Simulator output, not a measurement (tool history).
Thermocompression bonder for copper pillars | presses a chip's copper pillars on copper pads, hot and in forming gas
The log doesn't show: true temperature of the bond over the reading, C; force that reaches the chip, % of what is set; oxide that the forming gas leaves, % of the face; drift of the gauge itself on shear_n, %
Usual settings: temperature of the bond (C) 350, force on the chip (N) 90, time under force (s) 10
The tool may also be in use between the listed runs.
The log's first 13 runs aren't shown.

| run | hour | temperature of the bond (C) | force on the chip (N) | time under force (s) | hours of work since the heater was calibrated | hours of work since the force cell was calibrated | hours of work since the gas filter was changed | force that shears a chip off (N) |
|---|---|---|---|---|---|---|---|---|
| 14 | 213.6 | 350 | 98 | 10 | 255 | 362 | 124 | 64.7 |
| 15 | 233.3 | 350 | 98 | 10 | 266 | 374 | 136 | 65.6 |
| 16 | 246 | 350 | 98 | 10 | 274 | 381 | 143 | 65.7 |
|  | 249.5 | force cell calibrated |
| 17 | 267.1 | 350 | 90 | 10 | 285 | 10 | 155 | 60.9 |
| 18 | 283.3 | 350 | 90 | 10 | 295 | 20 | 164 | 59.5 |
| 19 | 292.8 | 350 | 90 | 10 | 300 | 25 | 170 | 60.3 |
|  | 298.4 | force cell calibrated, once more |
| 20 | 306.1 | 350 | 90 | 10 | 307 | 5 | 176 | 57.5 |
| 21 | 323.8 | 345 | 90 | 10 | 317 | 15 | 187 | 56 |
| 22 | 332.9 | 332 | 94 | 9 | 323 | 20 | 192 | 51.7 |

Run 23 comes next. What will it give?
| 23 | 351.4 | 369 | 90 | 10 | 334 | 31 | 203 | ? |

{"run 23": {"force that shears a chip off (N)": 65.2}}
Without the tool's hidden state the same run would have given force that shears a chip off (N) 67.2.
